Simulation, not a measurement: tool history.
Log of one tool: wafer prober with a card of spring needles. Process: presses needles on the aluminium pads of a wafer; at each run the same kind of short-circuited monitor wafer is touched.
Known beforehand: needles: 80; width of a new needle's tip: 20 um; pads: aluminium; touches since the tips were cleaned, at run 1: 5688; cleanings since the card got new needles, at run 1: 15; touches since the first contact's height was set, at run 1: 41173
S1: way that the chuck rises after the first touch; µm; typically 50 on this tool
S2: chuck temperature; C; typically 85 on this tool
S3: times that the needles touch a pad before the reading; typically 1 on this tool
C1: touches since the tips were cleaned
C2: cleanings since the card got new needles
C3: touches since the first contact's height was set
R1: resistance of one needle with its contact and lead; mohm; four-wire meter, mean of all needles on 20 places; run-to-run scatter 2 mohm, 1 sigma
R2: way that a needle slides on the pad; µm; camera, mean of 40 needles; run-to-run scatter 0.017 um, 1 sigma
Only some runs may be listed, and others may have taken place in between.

run	day	S1	S2	S3	C1	C2	C3	R1	R2
1	0	50	85	1	5688	15	41173	211	13.74
# day 0.088: tips cleaned on abrasive film
# day 0.712: tips cleaned on abrasive film
2	0.875	50	85	1	1788	17	50736	213	13.74
# day 1.338: tips cleaned on abrasive film
3	1.483	50	85	1	1623	18	57395	211	13.78
# day 1.929: tips cleaned on abrasive film
# day 2.238: height of the first contact set anew
4	2.25	50	85	1	3369	19	140	211	13.72
# day 2.604: tips cleaned on abrasive film
5	2.725	50	85	1	1323	20	5323	212	13.73
# day 3.2: tips cleaned on abrasive film
6	3.2	50	100	1	0	21	10530	216	13.8
# day 3.846: tips cleaned on abrasive film
7	4.129	50	85	2	3144	22	20744	212	13.77
# day 4.425: tips cleaned on abrasive film
# day 5: tips cleaned on abrasive film
8	5.154	50	85	2	1724	24	31929	217	13.72
# day 5.571: tips cleaned on abrasive film
9	6.104	50	85	2	5885	25	42352	216	13.74
# day 6.208: tips cleaned on abrasive film
# day 6.829: tips cleaned on abrasive film
10	6.908	48	93	1	899	27	51132	213	13.2
# day 7.433: tips cleaned on abrasive film
11	7.712	42	79	3	3077	28	59932	217	11.56
# day 8.025: tips cleaned on abrasive film
# day 8.279: height of the first contact set anew
12	8.488	42	79	3	4971	29	2278	221	11.53
# day 8.604: tips cleaned on abrasive film
# day 9.188: tips cleaned on abrasive film
13	9.233	55	36	2	484	31	10406	199	15.12

Expected results for the next run?
# day 9.767: tips cleaned on abrasive film
14	10.121	55	36	2	3921	32	20156	?	?

R1: 197 mohm
R2: 15.11 µm
On a tool with no hidden condition, and with the same random variation, this run would have come out at R1 197 mohm, R2 15.11 µm.
